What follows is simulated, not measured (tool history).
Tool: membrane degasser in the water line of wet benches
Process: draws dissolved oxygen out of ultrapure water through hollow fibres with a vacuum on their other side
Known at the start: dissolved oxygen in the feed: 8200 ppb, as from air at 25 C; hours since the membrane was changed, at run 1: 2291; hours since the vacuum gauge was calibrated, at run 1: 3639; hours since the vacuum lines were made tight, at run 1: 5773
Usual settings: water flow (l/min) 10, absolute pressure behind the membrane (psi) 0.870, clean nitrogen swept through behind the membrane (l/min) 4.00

run,day,water flow (l/min),absolute pressure behind the membrane (psi),clean nitrogen swept through behind the membrane (l/min),hours since the membrane was changed,hours since the vacuum gauge was calibrated,hours since the vacuum lines were made tight,dissolved oxygen in the water behind the degasser (ppb),pressure that the water loses in the fibres (psi)
1,0.000,10,0.870,4.00,2291,3639,5773,86.1,7.194
2,2.000,10,0.870,1.79,2339,3687,5821,107.1,7.123
3,4.192,11,0.870,4.00,2392,3740,5874,110.4,7.868
4,6.362,11,0.870,4.00,2444,3792,5926,114.3,7.849
5,8.962,11,0.870,4.00,2506,3854,5988,113.5,7.873
6,11.246,10,0.870,4.00,2561,3909,6043,86.9,7.126
7,14.742,10,0.870,4.00,2645,3993,6127,86.4,7.162
8,18.138,10,1.517,1.94,2726,4074,6209,160.5,7.114
9,20.588,10,1.517,1.94,2785,4133,6267,156.1,7.078
10,23.938,10,0.938,2.68,2866,4214,6348,99.3,7.143
11,25.608,13,0.592,4.00,2906,4254,6388,167.4,9.177
12,28.442,13,0.592,4.00,2974,4322,6456,168.9,9.194
13,31.362,14,0.741,4.41,3044,4392,6526,215.0,9.915
14,34.017,8,1.014,2.79,3108,4456,6590,56.6,5.636

The same runs without the tool's hidden state, with the same run-to-run variation:
The hidden state here: membrane still open, %; true pressure behind the membrane over the reading, kPa; air that leaks in behind the membrane, l/min; drift of the gauge itself on oxygen_ppb, %; drift of the gauge itself on loss_of_pressure_kpa, %.
run,pressure that the water loses in the fibres (psi)
1,7.191
2,7.127
3,7.880
4,7.868
5,7.900
6,7.158
7,7.205
8,7.168
9,7.139
10,7.214
11,9.275
12,9.304
13,10.047
14,5.717
dissolved oxygen in the water behind the degasser (ppb): within 0.4 of the measured result in every run.
